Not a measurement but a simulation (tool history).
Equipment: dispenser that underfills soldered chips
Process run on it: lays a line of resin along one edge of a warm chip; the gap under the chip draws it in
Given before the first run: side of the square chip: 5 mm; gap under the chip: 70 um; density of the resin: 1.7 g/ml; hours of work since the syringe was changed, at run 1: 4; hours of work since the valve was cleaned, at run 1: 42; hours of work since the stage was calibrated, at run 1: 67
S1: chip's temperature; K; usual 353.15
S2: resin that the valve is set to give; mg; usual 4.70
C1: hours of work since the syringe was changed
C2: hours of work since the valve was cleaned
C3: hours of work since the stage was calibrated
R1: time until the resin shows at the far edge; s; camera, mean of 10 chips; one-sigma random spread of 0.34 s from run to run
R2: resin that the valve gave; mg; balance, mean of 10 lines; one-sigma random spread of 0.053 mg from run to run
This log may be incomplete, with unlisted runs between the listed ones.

run	hour	S1	S2	C1	C2	C3	R1	R2
1	0.0	353.15	4.70	4	42	67	19.3	4.59
2	5.7	353.15	4.70	8	46	72	25.1	4.55
3	8.6	353.15	5.85	11	48	74	28.1	5.62
# hour 9.6: new syringe of resin
4	15.2	353.15	4.24	4	53	79	21.2	4.03
5	18.4	353.15	5.40	7	56	81	23.1	5.22
# hour 24.6: new syringe of resin
6	25.0	353.15	5.40	0	60	86	16.0	5.15
7	29.5	353.15	5.40	4	64	89	18.9	5.20
8	32.9	353.15	4.70	6	66	92	22.7	4.51
9	37.3	353.15	4.70	10	70	95	27.8	4.56
# hour 39.3: new syringe of resin
10	40.4	353.15	4.70	1	72	97	15.3	4.44
11	44.6	340.15	4.97	4	75	100	33.6	4.61
12	50.9	359.15	4.38	9	80	105	20.7	4.15
# hour 54.0: new syringe of resin
13	55.8	362.15	5.78	1	83	109	12.3	5.40
14	59.8	354.15	4.17	4	86	112	20.1	3.90
15	63.3	351.15	5.56	7	89	114	26.2	5.17
# hour 69.1: new syringe of resin
16	69.5	360.15	6.08	0	93	119	11.8	5.62
17	75.1	350.15	4.44	5	98	123	22.8	3.96
18	79.8	350.15	5.98	8	101	127	28.1	5.52

What if the next run were any one of these 4? Each begins from the tool's condition after run 18:
# hour 83.8: new syringe of resin
A	84.7	339.15	5.45	1	105	130	?	?
# hour 83.8: new syringe of resin
B	84.7	345.15	4.29	1	105	130	?	?
# hour 83.8: new syringe of resin
C	84.7	366.15	4.48	1	105	130	?	?
# hour 83.8: new syringe of resin
D	84.7	359.15	4.07	1	105	130	?	?

run	R1	R2
A	28.5	4.91
B	23.0	3.93
C	9.7	4.12
D	12.6	3.66
Stripped of hidden state, with their random variation kept, the same runs would have yielded:
run	R1	R2
A	28.3	5.37
B	22.4	4.30
C	9.5	4.50
D	12.2	4.01
